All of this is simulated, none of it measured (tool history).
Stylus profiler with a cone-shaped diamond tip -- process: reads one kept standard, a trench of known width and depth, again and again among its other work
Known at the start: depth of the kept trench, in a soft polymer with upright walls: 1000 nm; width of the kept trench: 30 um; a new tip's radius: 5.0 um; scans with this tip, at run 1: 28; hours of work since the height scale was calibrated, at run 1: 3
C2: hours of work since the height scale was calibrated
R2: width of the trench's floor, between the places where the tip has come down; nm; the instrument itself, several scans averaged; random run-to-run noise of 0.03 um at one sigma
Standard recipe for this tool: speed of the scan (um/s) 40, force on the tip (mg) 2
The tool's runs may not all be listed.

run 1 hour=0 | speed_of_the_scan_(um/s)=40 force_on_the_tip_(mg)=2 | scans_with_this_tip=28 C2=3 | depth_of_the_trench_(Å)=10151.6 R2=23850
run 2 hour=13.6 | speed_of_the_scan_(um/s)=40 force_on_the_tip_(mg)=2 | scans_with_this_tip=113 C2=11 | depth_of_the_trench_(Å)=10149.9 R2=23800
run 3 hour=33.2 | speed_of_the_scan_(um/s)=40 force_on_the_tip_(mg)=2 | scans_with_this_tip=236 C2=22 | depth_of_the_trench_(Å)=10151.5 R2=23810
run 4 hour=47.9 | speed_of_the_scan_(um/s)=40 force_on_the_tip_(mg)=2 | scans_with_this_tip=328 C2=31 | depth_of_the_trench_(Å)=10152.9 R2=23800
run 5 hour=61.6 | speed_of_the_scan_(um/s)=40 force_on_the_tip_(mg)=2 | scans_with_this_tip=413 C2=39 | depth_of_the_trench_(Å)=10153.1 R2=23760
run 6 hour=71.5 | speed_of_the_scan_(um/s)=40 force_on_the_tip_(mg)=2 | scans_with_this_tip=475 C2=45 | depth_of_the_trench_(Å)=10153.1 R2=23750
run 7 hour=88.7 | speed_of_the_scan_(um/s)=74 force_on_the_tip_(mg)=2 | scans_with_this_tip=583 C2=55 | depth_of_the_trench_(Å)=10154.2 R2=23560
run 8 hour=99.7 | speed_of_the_scan_(um/s)=40 force_on_the_tip_(mg)=2 | scans_with_this_tip=652 C2=61 | depth_of_the_trench_(Å)=10150.7 R2=23730
run 9 hour=117 | speed_of_the_scan_(um/s)=40 force_on_the_tip_(mg)=2 | scans_with_this_tip=760 C2=71 | depth_of_the_trench_(Å)=10153.1 R2=23690
run 10 hour=134.5 | speed_of_the_scan_(um/s)=40 force_on_the_tip_(mg)=1.64 | scans_with_this_tip=870 C2=82 | depth_of_the_trench_(Å)=10140.1 R2=23660
run 11 hour=146 | speed_of_the_scan_(um/s)=40 force_on_the_tip_(mg)=4.26 | scans_with_this_tip=942 C2=88 | depth_of_the_trench_(Å)=10249.1 R2=23820
run 12 hour=157.4 | speed_of_the_scan_(um/s)=40 force_on_the_tip_(mg)=4.26 | scans_with_this_tip=1013 C2=95 | depth_of_the_trench_(Å)=10246.7 R2=23710
run 13 hour=171.5 | speed_of_the_scan_(um/s)=40 force_on_the_tip_(mg)=4.26 | scans_with_this_tip=1101 C2=104 | depth_of_the_trench_(Å)=10249 R2=23720
run 14 hour=182.4 | speed_of_the_scan_(um/s)=40 force_on_the_tip_(mg)=4.26 | scans_with_this_tip=1169 C2=110 | depth_of_the_trench_(Å)=10245.1 R2=23760
run 15 hour=196 | speed_of_the_scan_(um/s)=40 force_on_the_tip_(mg)=4.26 | scans_with_this_tip=1255 C2=118 | depth_of_the_trench_(Å)=10248.9 R2=23770
run 16 hour=212.7 | speed_of_the_scan_(um/s)=40 force_on_the_tip_(mg)=2 | scans_with_this_tip=1359 C2=128 | depth_of_the_trench_(Å)=10155.5 R2=23670
run 17 hour=230.4 | speed_of_the_scan_(um/s)=40 force_on_the_tip_(mg)=2 | scans_with_this_tip=1470 C2=138 | depth_of_the_trench_(Å)=10154.1 R2=23650
run 18 hour=239.1 | speed_of_the_scan_(um/s)=40 force_on_the_tip_(mg)=3.83 | scans_with_this_tip=1525 C2=143 | depth_of_the_trench_(Å)=10231.3 R2=23720
run 19 hour=253 | speed_of_the_scan_(um/s)=40 force_on_the_tip_(mg)=1.16 | scans_with_this_tip=1612 C2=152 | depth_of_the_trench_(Å)=10107.9 R2=23570
run 20 hour=265.4 | speed_of_the_scan_(um/s)=40 force_on_the_tip_(mg)=1.16 | scans_with_this_tip=1690 C2=159 | depth_of_the_trench_(Å)=10107.4 R2=23510
run 21 hour=274.8 | speed_of_the_scan_(um/s)=40 force_on_the_tip_(mg)=2 | scans_with_this_tip=1748 C2=164 | depth_of_the_trench_(Å)=10155.6 R2=23560
run 22 hour=287.7 | speed_of_the_scan_(um/s)=40 force_on_the_tip_(mg)=2 | scans_with_this_tip=1829 C2=172 | depth_of_the_trench_(Å)=10155 R2=23600
run 23 hour=302.6 | speed_of_the_scan_(um/s)=40 force_on_the_tip_(mg)=2 | scans_with_this_tip=1922 C2=181 | depth_of_the_trench_(Å)=10151.9 R2=23530
run 24 hour=319.1 | speed_of_the_scan_(um/s)=40 force_on_the_tip_(mg)=2 | scans_with_this_tip=2026 C2=190 | depth_of_the_trench_(Å)=10152.5 R2=23550
run 25 hour=333.1 | speed_of_the_scan_(um/s)=149 force_on_the_tip_(mg)=1.95 | scans_with_this_tip=2113 C2=199 | depth_of_the_trench_(Å)=10150.9 R2=22870
run 26 hour=349 | speed_of_the_scan_(um/s)=149 force_on_the_tip_(mg)=1.95 | scans_with_this_tip=2212 C2=208 | depth_of_the_trench_(Å)=10150.9 R2=22850
run 27 hour=358.1 | speed_of_the_scan_(um/s)=149 force_on_the_tip_(mg)=1.95 | scans_with_this_tip=2270 C2=213 | depth_of_the_trench_(Å)=10151.6 R2=22950
run 28 hour=368.2 | speed_of_the_scan_(um/s)=27 force_on_the_tip_(mg)=1.25 | scans_with_this_tip=2333 C2=219 | depth_of_the_trench_(Å)=10117.2 R2=23570
run 29 hour=380.9 | speed_of_the_scan_(um/s)=27 force_on_the_tip_(mg)=1.25 | scans_with_this_tip=2413 C2=227 | depth_of_the_trench_(Å)=10117 R2=23550
run 30 hour=391.5 | speed_of_the_scan_(um/s)=63 force_on_the_tip_(mg)=2.01 | scans_with_this_tip=2479 C2=233 | depth_of_the_trench_(Å)=10153.4 R2=23370
run 31 hour=407.9 | speed_of_the_scan_(um/s)=86 force_on_the_tip_(mg)=4.32 | scans_with_this_tip=2582 C2=243 | depth_of_the_trench_(Å)=10254.2 R2=23410
run 32 hour=420.4 | speed_of_the_scan_(um/s)=86 force_on_the_tip_(mg)=4.32 | scans_with_this_tip=2660 C2=250 | depth_of_the_trench_(Å)=10252.9 R2=23400
run 33 hour=439.9 | speed_of_the_scan_(um/s)=129 force_on_the_tip_(mg)=1.55 | scans_with_this_tip=2781 C2=262 | depth_of_the_trench_(Å)=10131.3 R2=22900
run 34 hour=448.2 | speed_of_the_scan_(um/s)=129 force_on_the_tip_(mg)=1.55 | scans_with_this_tip=2833 C2=266 | depth_of_the_trench_(Å)=10131.1 R2=22890
run 35 hour=457.7 | speed_of_the_scan_(um/s)=24 force_on_the_tip_(mg)=3.16 | scans_with_this_tip=2893 C2=272 | depth_of_the_trench_(Å)=10206.2 R2=23540
run 36 hour=467.2 | speed_of_the_scan_(um/s)=25 force_on_the_tip_(mg)=4.54 | scans_with_this_tip=2953 C2=278 | depth_of_the_trench_(Å)=10264.3 R2=23550
run 37 hour=475.6 | speed_of_the_scan_(um/s)=51 force_on_the_tip_(mg)=1.94 | scans_with_this_tip=3005 C2=283 | depth_of_the_trench_(Å)=10152.2 R2=23370
run 38 hour=488.2 | speed_of_the_scan_(um/s)=114 force_on_the_tip_(mg)=1.87 | scans_with_this_tip=3084 C2=290 | depth_of_the_trench_(Å)=10148.9 R2=23010
run 39 hour=501.8 | speed_of_the_scan_(um/s)=148 force_on_the_tip_(mg)=3.79 | scans_with_this_tip=3169 C2=298 | depth_of_the_trench_(Å)=10233.1 R2=23010
run 40 hour=517.9 | speed_of_the_scan_(um/s)=113 force_on_the_tip_(mg)=3.28 | scans_with_this_tip=3270 C2=307 | depth_of_the_trench_(Å)=10214.9 R2=23140
run 41 hour=528.3 | speed_of_the_scan_(um/s)=27 force_on_the_tip_(mg)=5.72 | scans_with_this_tip=3335 C2=314 | depth_of_the_trench_(Å)=10304.9 R2=23520
run 42 hour=539.9 | speed_of_the_scan_(um/s)=72 force_on_the_tip_(mg)=0.94 | scans_with_this_tip=3407 C2=320 | depth_of_the_trench_(Å)=10099.1 R2=22990
run 43 hour=555.6 | speed_of_the_scan_(um/s)=118 force_on_the_tip_(mg)=3.68 | scans_with_this_tip=3506 C2=330 | depth_of_the_trench_(Å)=10229.3 R2=23080
run 44 hour=574 | speed_of_the_scan_(um/s)=23 force_on_the_tip_(mg)=1.05 | scans_with_this_tip=3621 C2=340 | depth_of_the_trench_(Å)=10105.3 R2=23420
run 45 hour=589 | speed_of_the_scan_(um/s)=23 force_on_the_tip_(mg)=1.05 | scans_with_this_tip=3715 C2=349 | depth_of_the_trench_(Å)=10102.7 R2=23430
run 46 hour=607.4 | speed_of_the_scan_(um/s)=50 force_on_the_tip_(mg)=3.39 | scans_with_this_tip=3830 C2=360 | depth_of_the_trench_(Å)=10215 R2=23370
run 47 hour=624.8 | speed_of_the_scan_(um/s)=50 force_on_the_tip_(mg)=3.39 | scans_with_this_tip=3939 C2=370 | depth_of_the_trench_(Å)=10221.1 R2=23350
run 48 hour=640.2 | speed_of_the_scan_(um/s)=38 force_on_the_tip_(mg)=2.68 | scans_with_this_tip=4036 C2=379 | depth_of_the_trench_(Å)=10187.6 R2=23350

Below are 3 alternative next runs, each starting from the tool's condition after run 48. Predict each:
run A hour=655.5 | speed_of_the_scan_(um/s)=33 force_on_the_tip_(mg)=3.39 | scans_with_this_tip=4131 C2=388 | depth_of_the_trench_(Å)=? R2=?
run B hour=655.5 | speed_of_the_scan_(um/s)=133 force_on_the_tip_(mg)=2.68 | scans_with_this_tip=4131 C2=388 | depth_of_the_trench_(Å)=? R2=?
run C hour=655.5 | speed_of_the_scan_(um/s)=139 force_on_the_tip_(mg)=2.6 | scans_with_this_tip=4131 C2=388 | depth_of_the_trench_(Å)=? R2=?

run=A depth_of_the_trench_(Å)=10214.2 R2=23350
run=B depth_of_the_trench_(Å)=10191.9 R2=22870
run=C depth_of_the_trench_(Å)=10186.9 R2=22880
The same runs, with their run-to-run variation unchanged, on a tool lacking any hidden condition would have given:
run=A depth_of_the_trench_(Å)=10203.1 R2=23820
run=B depth_of_the_trench_(Å)=10180.8 R2=23340
run=C depth_of_the_trench_(Å)=10175.8 R2=23350
